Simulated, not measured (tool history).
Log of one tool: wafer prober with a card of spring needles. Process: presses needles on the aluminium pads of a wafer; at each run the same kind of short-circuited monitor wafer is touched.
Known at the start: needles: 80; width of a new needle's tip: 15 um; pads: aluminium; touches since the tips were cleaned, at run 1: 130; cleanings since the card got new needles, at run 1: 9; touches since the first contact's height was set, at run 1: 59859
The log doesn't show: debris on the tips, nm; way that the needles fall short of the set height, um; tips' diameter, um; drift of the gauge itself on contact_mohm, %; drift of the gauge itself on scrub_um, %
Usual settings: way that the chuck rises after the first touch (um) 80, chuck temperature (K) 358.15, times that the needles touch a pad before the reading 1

run,hour,way that the chuck rises after the first touch (um),chuck temperature (K),times that the needles touch a pad before the reading,touches since the tips were cleaned,cleanings since the card got new needles,touches since the first contact's height was set,resistance of one needle with its contact and lead (mohm),way that a needle slides on the pad (um)
1,0.0,80,358.15,1,130,9,59859,161,13.48
# hour 10.8: tips cleaned on abrasive film
2,10.8,80,358.15,1,0,10,65877,159,13.48
# hour 21.6: tips cleaned on abrasive film
3,22.8,80,358.15,1,710,11,72590,160,13.46
# hour 27.7: height of the first contact set anew
# hour 32.2: tips cleaned on abrasive film
# hour 43.6: tips cleaned on abrasive film
4,44.2,80,358.15,1,370,13,9173,158,13.46
# hour 54.9: tips cleaned on abrasive film
5,55.2,80,358.15,1,151,14,15295,159,13.44
# hour 65.7: tips cleaned on abrasive film
6,65.7,80,358.15,1,0,15,21149,159,13.44
# hour 75.9: tips cleaned on abrasive film
7,82.4,80,358.15,1,3642,16,30504,157,13.43
# hour 87.5: tips cleaned on abrasive film
# hour 98.1: tips cleaned on abrasive film
8,98.1,80,358.15,1,0,18,39247,159,13.44
# hour 108.8: tips cleaned on abrasive film
9,116.6,80,358.15,1,4399,19,49581,160,13.42
# hour 119.1: tips cleaned on abrasive film
# hour 129.8: tips cleaned on abrasive film
10,131.0,80,306.15,1,690,21,57561,149,13.44
# hour 141.2: tips cleaned on abrasive film
# hour 151.7: tips cleaned on abrasive film
11,151.7,80,306.15,1,0,23,69132,147,13.39
# hour 162.0: tips cleaned on abrasive film
# hour 162.3: height of the first contact set anew
12,171.7,80,306.15,1,5321,24,5321,151,13.39
# hour 173.3: tips cleaned on abrasive film
13,182.7,80,302.15,1,5302,25,11432,149,13.38
# hour 184.7: tips cleaned on abrasive film
# hour 195.3: tips cleaned on abrasive film
14,200.7,80,358.15,1,3016,27,21463,158,13.39
# hour 205.7: tips cleaned on abrasive film
# hour 215.9: tips cleaned on abrasive film
15,215.9,80,358.15,1,0,29,29901,159,13.40
# hour 226.6: tips cleaned on abrasive film
16,236.0,80,358.15,1,5275,30,41161,159,13.38
# hour 237.3: tips cleaned on abrasive film
# hour 248.2: tips cleaned on abrasive film
17,256.7,64,300.15,1,4825,32,52719,152,10.70
# hour 259.6: tips cleaned on abrasive film
18,267.2,61,375.15,2,4299,33,58566,167,10.20
# hour 270.2: tips cleaned on abrasive film
19,277.7,61,375.15,2,4240,34,64418,163,10.19
# hour 281.0: tips cleaned on abrasive film
20,288.4,99,301.15,2,4175,35,70362,147,16.52
# hour 292.4: tips cleaned on abrasive film
# hour 297.5: height of the first contact set anew
21,298.0,65,379.15,1,2980,36,259,166,10.85
# hour 302.9: tips cleaned on abrasive film
22,308.2,61,379.15,2,2983,37,5947,168,10.19
# hour 313.2: tips cleaned on abrasive film
# hour 323.9: tips cleaned on abrasive film
23,324.0,60,379.15,3,25,39,14727,167,10.01
# hour 329.9: gauge calibrated
24,332.9,92,305.15,1,5045,39,19747,148,15.47
# hour 335.0: tips cleaned on abrasive film
# hour 346.2: tips cleaned on abrasive film
25,346.2,92,305.15,1,0,41,27092,147,15.48
# hour 356.9: tips cleaned on abrasive film
26,362.9,92,305.15,1,3368,42,36452,146,15.46
# hour 367.6: tips cleaned on abrasive film
# hour 378.7: tips cleaned on abrasive film
27,380.2,80,358.15,1,889,44,46103,160,13.44
# hour 389.5: tips cleaned on abrasive film
28,398.1,80,390.15,1,4866,45,56116,163,13.43
# hour 400.0: tips cleaned on abrasive film
29,407.9,61,390.15,1,4432,46,61536,166,10.24
# hour 411.2: tips cleaned on abrasive film
30,421.2,61,390.15,1,5649,47,69010,169,10.22
# hour 422.4: tips cleaned on abrasive film
31,430.7,61,337.15,1,4665,48,74281,161,10.23
# hour 432.5: height of the first contact set anew
# hour 434.5: tips cleaned on abrasive film
# hour 446.1: tips cleaned on abrasive film
32,451.0,79,332.15,1,2737,50,10261,155,13.26

Hidden state at the last listed run before each entry between runs and at the first one after, where it differs:
Between runs 1 and 2: tips cleaned on abrasive film (hour 10.8)
  drift of the gauge itself on scrub_um, %: 0 -> -0.03
  measured less the result without the state, way that a needle slides on the pad (um): +0.00 -> +0.00
Between runs 2 and 3: tips cleaned on abrasive film (hour 21.6)
  debris on the tips, nm: 0 -> 0.1; drift of the gauge itself on scrub_um, %: -0.03 -> -0.06
  measured less the result without the state, way that a needle slides on the pad (um): +0.00 -> -0.01
Between runs 3 and 4: height of the first contact set anew (hour 27.7); tips cleaned on abrasive film (hour 32.2); tips cleaned on abrasive film (hour 43.6)
  drift of the gauge itself on scrub_um, %: -0.06 -> -0.12
  measured less the result without the state, way that a needle slides on the pad (um): -0.01 -> -0.01
Between runs 4 and 5: tips cleaned on abrasive film (hour 54.9)
  debris on the tips, nm: 0.1 -> 0; drift of the gauge itself on scrub_um, %: -0.12 -> -0.15
  measured less the result without the state, way that a needle slides on the pad (um): -0.01 -> -0.02
Between runs 5 and 6: tips cleaned on abrasive film (hour 65.7)
  drift of the gauge itself on scrub_um, %: -0.15 -> -0.18
  measured less the result without the state, way that a needle slides on the pad (um): -0.02 -> -0.03
Between runs 6 and 7: tips cleaned on abrasive film (hour 75.9)
  debris on the tips, nm: 0 -> 0.3; drift of the gauge itself on scrub_um, %: -0.18 -> -0.23
  measured less the result without the state, way that a needle slides on the pad (um): -0.03 -> -0.03
Between runs 7 and 8: tips cleaned on abrasive film (hour 87.5); tips cleaned on abrasive film (hour 98.1)
  debris on the tips, nm: 0.3 -> 0; drift of the gauge itself on scrub_um, %: -0.23 -> -0.27
  measured less the result without the state, way that a needle slides on the pad (um): -0.03 -> -0.03
Between runs 8 and 9: tips cleaned on abrasive film (hour 108.8)
  debris on the tips, nm: 0 -> 0.3; drift of the gauge itself on scrub_um, %: -0.27 -> -0.32
  measured less the result without the state, way that a needle slides on the pad (um): -0.03 -> -0.05
Between runs 9 and 10: tips cleaned on abrasive film (hour 119.1); tips cleaned on abrasive film (hour 129.8)
  debris on the tips, nm: 0.3 -> 0.1; drift of the gauge itself on scrub_um, %: -0.32 -> -0.36
  measured less the result without the state, way that a needle slides on the pad (um): -0.05 -> -0.05
Between runs 10 and 11: tips cleaned on abrasive film (hour 141.2); tips cleaned on abrasive film (hour 151.7)
  debris on the tips, nm: 0.1 -> 0; drift of the gauge itself on scrub_um, %: -0.36 -> -0.42
  measured less the result without the state, way that a needle slides on the pad (um): -0.05 -> -0.06
Between runs 11 and 12: tips cleaned on abrasive film (hour 162.0); height of the first contact set anew (hour 162.3)
  debris on the tips, nm: 0 -> 0.3; drift of the gauge itself on scrub_um, %: -0.42 -> -0.47
  measured less the result without the state, way that a needle slides on the pad (um): -0.06 -> -0.07
Between runs 12 and 13: tips cleaned on abrasive film (hour 173.3)
  drift of the gauge itself on scrub_um, %: -0.47 -> -0.5
  measured less the result without the state, way that a needle slides on the pad (um): -0.07 -> -0.07
Between runs 13 and 14: tips cleaned on abrasive film (hour 184.7); tips cleaned on abrasive film (hour 195.3)
  drift of the gauge itself on scrub_um, %: -0.5 -> -0.55
  measured less the result without the state, way that a needle slides on the pad (um): -0.07 -> -0.08
Between runs 14 and 15: tips cleaned on abrasive film (hour 205.7); tips cleaned on abrasive film (hour 215.9)
  debris on the tips, nm: 0.3 -> 0; drift of the gauge itself on scrub_um, %: -0.55 -> -0.59
  measured less the result without the state, way that a needle slides on the pad (um): -0.08 -> -0.08
Between runs 15 and 16: tips cleaned on abrasive film (hour 226.6)
  debris on the tips, nm: 0 -> 0.3; drift of the gauge itself on scrub_um, %: -0.59 -> -0.65
  measured less the result without the state, way that a needle slides on the pad (um): -0.08 -> -0.08
Between runs 16 and 17: tips cleaned on abrasive film (hour 237.3); tips cleaned on abrasive film (hour 248.2)
  drift of the gauge itself on scrub_um, %: -0.65 -> -0.71
  measured less the result without the state, way that a needle slides on the pad (um): -0.08 -> -0.07
Between runs 17 and 18: tips cleaned on abrasive film (hour 259.6)
  drift of the gauge itself on scrub_um, %: -0.71 -> -0.74
  measured less the result without the state, way that a needle slides on the pad (um): -0.07 -> -0.07
Between runs 18 and 19: tips cleaned on abrasive film (hour 270.2)
  drift of the gauge itself on scrub_um, %: -0.74 -> -0.76
  measured less the result without the state, way that a needle slides on the pad (um): -0.07 -> -0.08
Between runs 19 and 20: tips cleaned on abrasive film (hour 281.0)
  drift of the gauge itself on scrub_um, %: -0.76 -> -0.79
  measured less the result without the state, way that a needle slides on the pad (um): -0.08 -> -0.13
Between runs 20 and 21: tips cleaned on abrasive film (hour 292.4); height of the first contact set anew (hour 297.5)
  drift of the gauge itself on scrub_um, %: -0.79 -> -0.82
  measured less the result without the state, way that a needle slides on the pad (um): -0.13 -> -0.09
Between runs 21 and 22: tips cleaned on abrasive film (hour 302.9)
  drift of the gauge itself on scrub_um, %: -0.82 -> -0.85
  measured less the result without the state, way that a needle slides on the pad (um): -0.09 -> -0.09
Between runs 22 and 23: tips cleaned on abrasive film (hour 313.2); tips cleaned on abrasive film (hour 323.9)
  debris on the tips, nm: 0.3 -> 0; drift of the gauge itself on scrub_um, %: -0.85 -> -0.89
  measured less the result without the state, way that a needle slides on the pad (um): -0.09 -> -0.09
Between runs 23 and 24: gauge calibrated (hour 329.9)
  debris on the tips, nm: 0 -> 0.3; drift of the gauge itself on scrub_um, %: -0.89 -> -0.01
  measured less the result without the state, way that a needle slides on the pad (um): -0.09 -> +0.00
Between runs 24 and 25: tips cleaned on abrasive film (hour 335.0); tips cleaned on abrasive film (hour 346.2)
  debris on the tips, nm: 0.3 -> 0; drift of the gauge itself on scrub_um, %: -0.01 -> -0.04
  measured less the result without the state, way that a needle slides on the pad (um): +0.00 -> -0.01
Between runs 25 and 26: tips cleaned on abrasive film (hour 356.9)
  debris on the tips, nm: 0 -> 0.3; drift of the gauge itself on scrub_um, %: -0.04 -> -0.09
  measured less the result without the state, way that a needle slides on the pad (um): -0.01 -> -0.02
Between runs 26 and 27: tips cleaned on abrasive film (hour 367.6); tips cleaned on abrasive film (hour 378.7)
  debris on the tips, nm: 0.3 -> 0.1; drift of the gauge itself on scrub_um, %: -0.09 -> -0.14
  measured less the result without the state, way that a needle slides on the pad (um): -0.02 -> -0.02
Between runs 27 and 28: tips cleaned on abrasive film (hour 389.5)
  debris on the tips, nm: 0.1 -> 0.3; drift of the gauge itself on scrub_um, %: -0.14 -> -0.19
  measured less the result without the state, way that a needle slides on the pad (um): -0.02 -> -0.03
Between runs 28 and 29: tips cleaned on abrasive film (hour 400.0)
  drift of the gauge itself on scrub_um, %: -0.19 -> -0.21
  measured less the result without the state, way that a needle slides on the pad (um): -0.03 -> -0.03
Between runs 29 and 30: tips cleaned on abrasive film (hour 411.2)
  debris on the tips, nm: 0.3 -> 0.4; drift of the gauge itself on scrub_um, %: -0.21 -> -0.25
  measured less the result without the state, way that a needle slides on the pad (um): -0.03 -> -0.03
Between runs 30 and 31: tips cleaned on abrasive film (hour 422.4)
  debris on the tips, nm: 0.4 -> 0.3; drift of the gauge itself on scrub_um, %: -0.25 -> -0.28
  measured less the result without the state, way that a needle slides on the pad (um): -0.03 -> -0.03
Between runs 31 and 32: height of the first contact set anew (hour 432.5); tips cleaned on abrasive film (hour 434.5); tips cleaned on abrasive film (hour 446.1)
  debris on the tips, nm: 0.3 -> 0.2; drift of the gauge itself on scrub_um, %: -0.28 -> -0.33
  measured less the result without the state, way that a needle slides on the pad (um): -0.03 -> -0.04

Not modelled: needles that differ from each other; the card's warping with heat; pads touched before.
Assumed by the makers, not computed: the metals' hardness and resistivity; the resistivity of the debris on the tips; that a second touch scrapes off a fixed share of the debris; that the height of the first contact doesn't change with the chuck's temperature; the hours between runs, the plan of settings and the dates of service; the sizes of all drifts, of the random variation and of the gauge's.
